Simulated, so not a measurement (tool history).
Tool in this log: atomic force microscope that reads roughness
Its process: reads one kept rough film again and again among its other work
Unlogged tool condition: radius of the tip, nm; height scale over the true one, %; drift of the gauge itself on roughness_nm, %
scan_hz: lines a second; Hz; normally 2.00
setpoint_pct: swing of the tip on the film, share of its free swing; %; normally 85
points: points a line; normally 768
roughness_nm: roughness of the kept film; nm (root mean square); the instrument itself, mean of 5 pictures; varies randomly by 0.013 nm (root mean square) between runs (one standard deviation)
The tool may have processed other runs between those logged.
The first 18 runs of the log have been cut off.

run,hour,scan_hz,setpoint_pct,points,pictures with this tip,hours of work since the height scale was calibrated,roughness_nm
19,197.4,1.39,85,768,134,10,2.949
20,212.3,1.63,83,305,153,17,2.854
21,222.6,2.78,85,462,166,21,2.483
22,236.2,2.78,85,462,184,27,2.467
23,245.1,2.78,85,462,195,31,2.457
24,256.3,4.00,80,893,210,36,2.334
25,265.1,0.52,87,768,221,40,3.055
26,272.3,0.52,87,768,231,43,3.057
27,282.7,0.52,87,790,244,48,3.023
28,294.5,0.69,56,790,259,53,3.153

What will run 29 give?
29,303.6,1.08,69,854,271,57,?

Run 29 produced roughness_nm 3.013 nm (root mean square).
If the tool had no hidden condition, the same run with the same run-to-run variation would have returned roughness_nm 3.639 nm (root mean square).
